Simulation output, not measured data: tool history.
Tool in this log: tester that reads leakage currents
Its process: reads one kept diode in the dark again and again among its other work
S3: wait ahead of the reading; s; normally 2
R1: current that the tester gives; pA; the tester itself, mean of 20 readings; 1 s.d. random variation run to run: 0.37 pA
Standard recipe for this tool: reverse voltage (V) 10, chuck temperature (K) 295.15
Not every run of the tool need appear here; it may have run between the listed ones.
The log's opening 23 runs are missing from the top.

{"run": 24, "hour": 4606.5, "reverse voltage (V)": 4.2, "chuck temperature (K)": 310.15, "S3": 9.41, "R1": 375.44}
{"run": 25, "hour": 4812.1, "reverse voltage (V)": 3.9, "chuck temperature (K)": 307.15, "S3": 4.4, "R1": 279.4}
{"run": 26, "hour": 4946.7, "reverse voltage (V)": 3.9, "chuck temperature (K)": 307.15, "S3": 4.4, "R1": 278.72}
{"hour": 5007.8, "done": "chuck's temperature calibrated"}
{"run": 27, "hour": 5153.7, "reverse voltage (V)": 7.9, "chuck temperature (K)": 296.15, "S3": 1.05, "R1": 126.88}
{"run": 28, "hour": 5282.1, "reverse voltage (V)": 8.1, "chuck temperature (K)": 310.15, "S3": 3.7, "R1": 462.52}
{"run": 29, "hour": 5468.2, "reverse voltage (V)": 8.1, "chuck temperature (K)": 310.15, "S3": 3.7, "R1": 461.65}
{"hour": 5574.6, "done": "probe card cleaned and baked"}
{"run": 30, "hour": 5742.9, "reverse voltage (V)": 10, "chuck temperature (K)": 330.15, "S3": 1.65, "R1": 2597.63}
{"run": 31, "hour": 6013.9, "reverse voltage (V)": 10, "chuck temperature (K)": 330.15, "S3": 1.65, "R1": 2596.83}
{"run": 32, "hour": 6157.2, "reverse voltage (V)": 10, "chuck temperature (K)": 330.15, "S3": 1.65, "R1": 2597.22}
{"hour": 6260.3, "done": "chuck's temperature calibrated"}
{"run": 33, "hour": 6297.2, "reverse voltage (V)": 1.4, "chuck temperature (K)": 311.15, "S3": 5.82, "R1": 288.51}
{"run": 34, "hour": 6550.4, "reverse voltage (V)": 3.6, "chuck temperature (K)": 295.15, "S3": 6.97, "R1": 88.63}
{"run": 35, "hour": 6840.8, "reverse voltage (V)": 14, "chuck temperature (K)": 293.15, "S3": 1.55, "R1": 114.22}
{"run": 36, "hour": 7025.3, "reverse voltage (V)": 3.2, "chuck temperature (K)": 318.15, "S3": 0.96, "R1": 682.39}
{"run": 37, "hour": 7182.3, "reverse voltage (V)": 3.2, "chuck temperature (K)": 318.15, "S3": 0.96, "R1": 686.29}
{"run": 38, "hour": 7344.6, "reverse voltage (V)": 4, "chuck temperature (K)": 295.15, "S3": 5.7, "R1": 92.18}
{"hour": 7499.0, "done": "chuck's temperature calibrated"}
{"run": 39, "hour": 7635.2, "reverse voltage (V)": 4, "chuck temperature (K)": 295.15, "S3": 5.7, "R1": 91.45}
{"run": 40, "hour": 7809.0, "reverse voltage (V)": 4, "chuck temperature (K)": 295.15, "S3": 5.7, "R1": 91.16}

Predict each of these 3 candidate next runs independently; none follows another, all start after run 40:
{"run": "A", "hour": 7953.3, "reverse voltage (V)": 2.3, "chuck temperature (K)": 331.15, "S3": 2, "R1": "?"}
{"run": "B", "hour": 7953.3, "reverse voltage (V)": 16.5, "chuck temperature (K)": 302.15, "S3": 5.7, "R1": "?"}
{"run": "C", "hour": 7953.3, "reverse voltage (V)": 2.5, "chuck temperature (K)": 295.15, "S3": 8.63, "R1": "?"}

run=A R1=1757.15
run=B R1=281.68
run=C R1=78.1
Stripped of hidden state, with their random variation kept, the same runs would have yielded:
run=A R1=1757.91
run=B R1=281.76
run=C R1=78.13
